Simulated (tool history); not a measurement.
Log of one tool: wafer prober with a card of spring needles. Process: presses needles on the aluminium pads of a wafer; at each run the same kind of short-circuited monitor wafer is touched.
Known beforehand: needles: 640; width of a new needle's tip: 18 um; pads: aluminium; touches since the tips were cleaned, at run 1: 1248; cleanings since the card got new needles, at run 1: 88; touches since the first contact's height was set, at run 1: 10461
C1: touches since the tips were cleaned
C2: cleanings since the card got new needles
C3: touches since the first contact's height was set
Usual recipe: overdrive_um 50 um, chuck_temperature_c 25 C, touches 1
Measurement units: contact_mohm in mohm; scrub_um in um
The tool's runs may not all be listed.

{"run": 1, "hour": 0.0, "overdrive_um": 50, "chuck_temperature_c": 25, "touches": 1, "C1": 1248, "C2": 88, "C3": 10461, "contact_mohm": 242, "scrub_um": 11.24}
{"hour": 1.0, "done": "tips cleaned on abrasive film"}
{"hour": 5.1, "done": "tips cleaned on abrasive film"}
{"hour": 8.9, "done": "tips cleaned on abrasive film"}
{"hour": 13.2, "done": "tips cleaned on abrasive film"}
{"run": 2, "hour": 13.2, "overdrive_um": 50, "chuck_temperature_c": 25, "touches": 1, "C1": 0, "C2": 92, "C3": 16398, "contact_mohm": 125, "scrub_um": 11.12}
{"hour": 17.3, "done": "tips cleaned on abrasive film"}
{"hour": 21.7, "done": "tips cleaned on abrasive film"}
{"run": 3, "hour": 24.9, "overdrive_um": 50, "chuck_temperature_c": 25, "touches": 1, "C1": 1493, "C2": 94, "C3": 21756, "contact_mohm": 265, "scrub_um": 11.1}
{"hour": 25.9, "done": "tips cleaned on abrasive film"}
{"hour": 30.2, "done": "tips cleaned on abrasive film"}
{"hour": 33.7, "done": "tips cleaned on abrasive film"}
{"hour": 37.9, "done": "tips cleaned on abrasive film"}
{"run": 4, "hour": 39.0, "overdrive_um": 50, "chuck_temperature_c": 25, "touches": 1, "C1": 515, "C2": 98, "C3": 28138, "contact_mohm": 199, "scrub_um": 11.08}
{"hour": 41.6, "done": "tips cleaned on abrasive film"}
{"hour": 45.5, "done": "tips cleaned on abrasive film"}
{"hour": 46.5, "done": "tips cleaned on abrasive film, once more"}
{"hour": 50.9, "done": "tips cleaned on abrasive film"}
{"run": 5, "hour": 53.4, "overdrive_um": 50, "chuck_temperature_c": 25, "touches": 3, "C1": 1186, "C2": 102, "C3": 34654, "contact_mohm": 172, "scrub_um": 10.84}
{"hour": 55.1, "done": "tips cleaned on abrasive film"}
{"hour": 59.4, "done": "tips cleaned on abrasive film"}
{"run": 6, "hour": 62.8, "overdrive_um": 53, "chuck_temperature_c": 25, "touches": 3, "C1": 1546, "C2": 104, "C3": 38908, "contact_mohm": 176, "scrub_um": 11.53}
{"hour": 63.7, "done": "tips cleaned on abrasive film"}
{"hour": 67.5, "done": "tips cleaned on abrasive film"}
{"hour": 71.8, "done": "tips cleaned on abrasive film"}
{"run": 7, "hour": 73.3, "overdrive_um": 50, "chuck_temperature_c": 25, "touches": 1, "C1": 721, "C2": 107, "C3": 43693, "contact_mohm": 204, "scrub_um": 10.79}
{"hour": 76.0, "done": "tips cleaned on abrasive film"}
{"hour": 80.3, "done": "tips cleaned on abrasive film"}
{"run": 8, "hour": 82.3, "overdrive_um": 50, "chuck_temperature_c": 25, "touches": 1, "C1": 935, "C2": 109, "C3": 47759, "contact_mohm": 246, "scrub_um": 10.73}
{"hour": 84.1, "done": "tips cleaned on abrasive film"}
{"hour": 88.0, "done": "tips cleaned on abrasive film"}
{"hour": 92.4, "done": "tips cleaned on abrasive film"}
{"run": 9, "hour": 94.5, "overdrive_um": 50, "chuck_temperature_c": 25, "touches": 1, "C1": 1010, "C2": 112, "C3": 53317, "contact_mohm": 259, "scrub_um": 10.7}
{"hour": 96.4, "done": "tips cleaned on abrasive film"}
{"hour": 100.4, "done": "tips cleaned on abrasive film"}
{"run": 10, "hour": 103.7, "overdrive_um": 50, "chuck_temperature_c": 25, "touches": 1, "C1": 1532, "C2": 114, "C3": 57485, "contact_mohm": 301, "scrub_um": 10.7}
{"hour": 104.6, "done": "tips cleaned on abrasive film"}
{"hour": 109.0, "done": "tips cleaned on abrasive film"}
{"hour": 112.9, "done": "tips cleaned on abrasive film"}
{"run": 11, "hour": 112.9, "overdrive_um": 50, "chuck_temperature_c": 25, "touches": 1, "C1": 0, "C2": 117, "C3": 61644, "contact_mohm": 130, "scrub_um": 10.58}
{"hour": 117.1, "done": "tips cleaned on abrasive film"}
{"hour": 121.1, "done": "tips cleaned on abrasive film"}
{"run": 12, "hour": 122.1, "overdrive_um": 50, "chuck_temperature_c": 25, "touches": 1, "C1": 440, "C2": 119, "C3": 65808, "contact_mohm": 191, "scrub_um": 10.48}
{"hour": 125.3, "done": "tips cleaned on abrasive film"}
{"hour": 128.8, "done": "tips cleaned on abrasive film"}
{"hour": 133.1, "done": "tips cleaned on abrasive film"}
{"run": 13, "hour": 133.7, "overdrive_um": 50, "chuck_temperature_c": 25, "touches": 2, "C1": 296, "C2": 122, "C3": 71068, "contact_mohm": 154, "scrub_um": 10.51}
{"hour": 137.1, "done": "tips cleaned on abrasive film"}
{"hour": 140.7, "done": "tips cleaned on abrasive film"}
{"run": 14, "hour": 140.7, "overdrive_um": 50, "chuck_temperature_c": 25, "touches": 2, "C1": 0, "C2": 124, "C3": 74219, "contact_mohm": 128, "scrub_um": 10.47}
{"hour": 144.8, "done": "tips cleaned on abrasive film"}
{"hour": 149.1, "done": "tips cleaned on abrasive film"}
{"hour": 150.2, "done": "height of the first contact set anew"}
{"run": 15, "hour": 152.0, "overdrive_um": 35, "chuck_temperature_c": 122, "touches": 1, "C1": 1208, "C2": 126, "C3": 808, "contact_mohm": 357, "scrub_um": 8.01}
{"hour": 152.9, "done": "tips cleaned on abrasive film"}
{"hour": 157.4, "done": "tips cleaned on abrasive film"}
{"hour": 161.7, "done": "tips cleaned on abrasive film"}
{"run": 16, "hour": 163.4, "overdrive_um": 35, "chuck_temperature_c": 122, "touches": 1, "C1": 756, "C2": 129, "C3": 5964, "contact_mohm": 305, "scrub_um": 7.82}
{"hour": 166.0, "done": "tips cleaned on abrasive film"}
{"hour": 170.1, "done": "tips cleaned on abrasive film"}
{"hour": 174.5, "done": "tips cleaned on abrasive film"}
{"run": 17, "hour": 177.9, "overdrive_um": 35, "chuck_temperature_c": 122, "touches": 1, "C1": 1580, "C2": 132, "C3": 12588, "contact_mohm": 463, "scrub_um": 7.81}
{"hour": 178.7, "done": "tips cleaned on abrasive film"}
{"hour": 182.2, "done": "tips cleaned on abrasive film"}
{"hour": 186.3, "done": "tips cleaned on abrasive film"}
{"run": 18, "hour": 186.3, "overdrive_um": 50, "chuck_temperature_c": 25, "touches": 2, "C1": 0, "C2": 135, "C3": 16362, "contact_mohm": 132, "scrub_um": 11.09}
{"hour": 190.0, "done": "tips cleaned on abrasive film"}
{"hour": 193.9, "done": "tips cleaned on abrasive film"}
{"run": 19, "hour": 193.9, "overdrive_um": 52, "chuck_temperature_c": 25, "touches": 3, "C1": 0, "C2": 137, "C3": 19784, "contact_mohm": 127, "scrub_um": 11.55}
{"hour": 198.3, "done": "tips cleaned on abrasive film"}
{"hour": 202.6, "done": "tips cleaned on abrasive film"}
{"run": 20, "hour": 203.8, "overdrive_um": 68, "chuck_temperature_c": 60, "touches": 1, "C1": 545, "C2": 139, "C3": 24291, "contact_mohm": 170, "scrub_um": 15.09}
{"hour": 206.4, "done": "tips cleaned on abrasive film"}
{"hour": 210.8, "done": "tips cleaned on abrasive film"}
{"hour": 214.9, "done": "tips cleaned on abrasive film"}
{"run": 21, "hour": 217.4, "overdrive_um": 37, "chuck_temperature_c": 25, "touches": 1, "C1": 1162, "C2": 142, "C3": 30513, "contact_mohm": 374, "scrub_um": 8.02}
{"hour": 219.1, "done": "tips cleaned on abrasive film"}
{"hour": 223.1, "done": "tips cleaned on abrasive film"}
{"hour": 227.0, "done": "tips cleaned on abrasive film"}
{"run": 22, "hour": 228.8, "overdrive_um": 36, "chuck_temperature_c": 25, "touches": 1, "C1": 822, "C2": 145, "C3": 35632, "contact_mohm": 347, "scrub_um": 7.75}
{"hour": 230.6, "done": "tips cleaned on abrasive film"}
{"hour": 234.7, "done": "tips cleaned on abrasive film"}
{"hour": 238.2, "done": "tips cleaned on abrasive film"}
{"run": 23, "hour": 239.1, "overdrive_um": 36, "chuck_temperature_c": 80, "touches": 1, "C1": 404, "C2": 148, "C3": 40311, "contact_mohm": 280, "scrub_um": 7.69}
{"hour": 242.4, "done": "tips cleaned on abrasive film"}
{"hour": 246.5, "done": "tips cleaned on abrasive film"}
{"hour": 250.7, "done": "tips cleaned on abrasive film"}
{"run": 24, "hour": 253.2, "overdrive_um": 36, "chuck_temperature_c": 80, "touches": 1, "C1": 1157, "C2": 151, "C3": 46701, "contact_mohm": 420, "scrub_um": 7.65}
{"hour": 254.8, "done": "tips cleaned on abrasive film"}
{"hour": 258.9, "done": "tips cleaned on abrasive film"}
{"hour": 263.1, "done": "tips cleaned on abrasive film"}
{"hour": 267.3, "done": "tips cleaned on abrasive film"}
{"run": 25, "hour": 268.0, "overdrive_um": 60, "chuck_temperature_c": 25, "touches": 1, "C1": 318, "C2": 155, "C3": 53402, "contact_mohm": 162, "scrub_um": 12.97}
{"hour": 271.4, "done": "tips cleaned on abrasive film"}
{"run": 26, "hour": 274.5, "overdrive_um": 42, "chuck_temperature_c": 25, "touches": 2, "C1": 1455, "C2": 156, "C3": 56396, "contact_mohm": 287, "scrub_um": 8.88}
{"hour": 275.5, "done": "tips cleaned on abrasive film"}
{"hour": 279.4, "done": "tips cleaned on abrasive film"}
{"hour": 283.6, "done": "tips cleaned on abrasive film"}
{"hour": 287.8, "done": "tips cleaned on abrasive film"}
{"run": 27, "hour": 289.0, "overdrive_um": 50, "chuck_temperature_c": 81, "touches": 2, "C1": 527, "C2": 160, "C3": 62942, "contact_mohm": 176, "scrub_um": 10.52}
{"hour": 291.4, "done": "tips cleaned on abrasive film"}
{"run": 28, "hour": 294.9, "overdrive_um": 42, "chuck_temperature_c": 26, "touches": 3, "C1": 1597, "C2": 161, "C3": 65645, "contact_mohm": 235, "scrub_um": 8.72}

4 ways to go on from here, each from the tool as it stands after run 28. What would each give?
{"hour": 295.8, "done": "tips cleaned on abrasive film"}
{"hour": 300.1, "done": "tips cleaned on abrasive film"}
{"hour": 304.5, "done": "tips cleaned on abrasive film"}
{"run": "A", "hour": 305.9, "overdrive_um": 42, "chuck_temperature_c": 30, "touches": 3, "C1": 652, "C2": 164, "C3": 70636, "contact_mohm": "?", "scrub_um": "?"}
{"hour": 295.8, "done": "tips cleaned on abrasive film"}
{"hour": 300.1, "done": "tips cleaned on abrasive film"}
{"hour": 304.5, "done": "tips cleaned on abrasive film"}
{"run": "B", "hour": 305.9, "overdrive_um": 50, "chuck_temperature_c": 34, "touches": 1, "C1": 652, "C2": 164, "C3": 70636, "contact_mohm": "?", "scrub_um": "?"}
{"hour": 295.8, "done": "tips cleaned on abrasive film"}
{"hour": 300.1, "done": "tips cleaned on abrasive film"}
{"hour": 304.5, "done": "tips cleaned on abrasive film"}
{"run": "C", "hour": 305.9, "overdrive_um": 49, "chuck_temperature_c": 45, "touches": 3, "C1": 652, "C2": 164, "C3": 70636, "contact_mohm": "?", "scrub_um": "?"}
{"hour": 295.8, "done": "tips cleaned on abrasive film"}
{"hour": 300.1, "done": "tips cleaned on abrasive film"}
{"hour": 304.5, "done": "tips cleaned on abrasive film"}
{"run": "D", "hour": 305.9, "overdrive_um": 50, "chuck_temperature_c": 25, "touches": 1, "C1": 652, "C2": 164, "C3": 70636, "contact_mohm": "?", "scrub_um": "?"}

run=A contact_mohm=185 scrub_um=8.66
run=B contact_mohm=244 scrub_um=10.45
run=C contact_mohm=171 scrub_um=10.31
run=D contact_mohm=240 scrub_um=10.46
Stripped of hidden state, with their random variation kept, the same runs would have yielded:
run=A contact_mohm=116 scrub_um=9.5
run=B contact_mohm=119 scrub_um=11.3
run=C contact_mohm=120 scrub_um=11.15
run=D contact_mohm=114 scrub_um=11.3
